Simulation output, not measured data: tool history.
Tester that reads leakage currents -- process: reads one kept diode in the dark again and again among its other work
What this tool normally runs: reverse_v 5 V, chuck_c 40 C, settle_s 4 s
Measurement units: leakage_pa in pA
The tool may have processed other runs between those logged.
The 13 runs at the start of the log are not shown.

run,hour,reverse_v,chuck_c,settle_s,leakage_pa
14,602.6,19.62,40,4,1223.53
15,650.6,19.62,30,4,633.37
16,701.2,5,40,4,566.19
17,762.3,5,40,4,567.34
# hour 774.1: probe card cleaned and baked
18,823.9,5,40,4,562.5
19,863.6,9.79,40,1.4,821.71
20,914.7,8,53,0.59,1680.84
21,951.5,3.32,45,0.34,623.18
22,1008.9,5,37,4,464.93
23,1055.1,1.8,37,4,261.58
24,1089.1,11.17,21,2.19,236.59
25,1132.1,7.81,33,7.48,454.98
26,1177.8,5,40,0.39,575.64
27,1211.7,11.24,27,0.74,369.59

What will run 28 give?
28,1240.3,11.24,27,0.74,?

{"run 28": {"leakage_pa": 373.08}}
On a tool with no hidden condition, and with the same random variation, this run would have come out at leakage_pa 330.54 pA.

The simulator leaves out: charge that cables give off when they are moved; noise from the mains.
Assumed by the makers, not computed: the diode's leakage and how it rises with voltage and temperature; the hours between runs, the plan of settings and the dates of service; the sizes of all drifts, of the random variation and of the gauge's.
